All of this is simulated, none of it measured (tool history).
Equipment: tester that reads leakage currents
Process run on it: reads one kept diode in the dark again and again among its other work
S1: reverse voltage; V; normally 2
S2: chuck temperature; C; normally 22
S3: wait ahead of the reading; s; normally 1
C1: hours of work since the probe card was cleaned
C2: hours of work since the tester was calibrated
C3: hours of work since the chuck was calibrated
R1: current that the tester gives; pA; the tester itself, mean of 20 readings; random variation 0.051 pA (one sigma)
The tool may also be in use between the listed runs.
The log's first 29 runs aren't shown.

run	hour	S1	S2	S3	C1	C2	C3	R1
30	800.6	14.35	25	1.33	187	551	894	110.3
31	817.4	14.35	25	1.33	194	558	901	110.42
32	834.9	14.35	25	1.33	201	565	908	110.65
33	873.5	14.35	25	1.33	217	581	924	110.58
34	896.3	3.96	49	0.48	226	590	933	397.07
35	929.1	3.96	49	0.48	240	603	947	397.72
36	963.6	3.96	49	0.48	254	618	961	396.93
37	997	3.96	49	0.48	267	631	974	396.89
38	1033.1	6.41	57	4.4	282	646	989	928.17
39	1071.2	2	22	7.66	298	661	1005	28.67

Branching from run 39: 3 alternative next runs. What would each branch give?
A	1102.8	5.43	27	2.87	310	674	1018	?
B	1102.8	2.29	27	1.78	310	674	1018	?
C	1102.8	1.21	22	7.08	310	674	1018	?

run	R1
A	76.81
B	48.38
C	21.94
Without the tool's hidden state the same runs would have given:
run	R1
A	79.34
B	50.09
C	22.74

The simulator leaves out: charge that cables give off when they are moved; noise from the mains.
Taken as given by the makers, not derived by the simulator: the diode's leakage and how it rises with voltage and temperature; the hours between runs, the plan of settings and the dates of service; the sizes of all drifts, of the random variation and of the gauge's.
